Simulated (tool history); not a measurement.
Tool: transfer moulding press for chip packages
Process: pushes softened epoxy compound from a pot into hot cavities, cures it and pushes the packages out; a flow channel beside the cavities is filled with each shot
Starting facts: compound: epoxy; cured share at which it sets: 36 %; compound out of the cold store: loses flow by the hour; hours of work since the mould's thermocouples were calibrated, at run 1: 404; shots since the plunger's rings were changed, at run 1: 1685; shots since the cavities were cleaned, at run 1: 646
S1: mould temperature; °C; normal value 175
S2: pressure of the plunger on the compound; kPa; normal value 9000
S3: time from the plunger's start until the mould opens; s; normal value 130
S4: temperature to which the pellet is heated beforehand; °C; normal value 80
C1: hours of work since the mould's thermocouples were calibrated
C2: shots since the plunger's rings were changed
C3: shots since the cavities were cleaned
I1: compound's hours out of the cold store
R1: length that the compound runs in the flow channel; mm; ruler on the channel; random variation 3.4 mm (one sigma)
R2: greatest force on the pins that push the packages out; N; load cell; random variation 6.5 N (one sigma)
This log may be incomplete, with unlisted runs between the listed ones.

| run | hour | S1 | S2 | S3 | S4 | C1 | C2 | C3 | I1 | R1 | R2 |
|---|---|---|---|---|---|---|---|---|---|---|---|
| 1 | 0 | 175 | 9000 | 130 | 80 | 404 | 1685 | 646 | 13.3 | 1054 | 262 |
| 2 | 9 | 175 | 9000 | 130 | 80 | 408 | 1752 | 713 | 21.7 | 1010 | 274 |
| 3 | 30.6 | 175 | 8980 | 130 | 80 | 418 | 1912 | 873 | 47.3 | 895 | 254 |
|  | 44.6 | cavities cleaned with cleaning compound and waxed |
| 4 | 47.2 | 175 | 8980 | 130 | 80 | 425 | 2024 | 19 | 46 | 901 | 251 |
| 5 | 67.4 | 175 | 8980 | 130 | 80 | 435 | 2174 | 169 | 24 | 1004 | 264 |
| 6 | 81.2 | 175 | 9000 | 130 | 80 | 441 | 2276 | 271 | 25.9 | 994 | 253 |
| 7 | 97 | 169 | 9000 | 130 | 80 | 449 | 2393 | 388 | 27.3 | 1016 | 329 |
| 8 | 110.3 | 169 | 9000 | 130 | 80 | 455 | 2491 | 486 | 43.5 | 945 | 323 |
|  | 125.8 | mould's thermocouples calibrated |
| 9 | 127 | 169 | 10300 | 116 | 76 | 1 | 2601 | 596 | 21.6 | 1127 | 423 |
| 10 | 143.2 | 175 | 8460 | 116 | 80 | 8 | 2720 | 715 | 37.3 | 911 | 288 |
| 11 | 157.5 | 173 | 6830 | 147 | 87 | 15 | 2826 | 821 | 24.1 | 873 | 257 |
| 12 | 175.7 | 175 | 7700 | 114 | 90 | 24 | 2961 | 956 | 43.2 | 846 | 299 |

What does the tool deliver on the next run?
|  | 178.5 | cavities cleaned with cleaning compound and waxed |
| 13 | 189.6 | 175 | 7700 | 114 | 90 | 30 | 3053 | 82 | 15.6 | ? | ? |

Run 13 measured R1 961 mm, R2 295 N.
Were there no unlogged condition in the tool, this run, its random variation unchanged, would have produced R1 962 mm, R2 294 N.
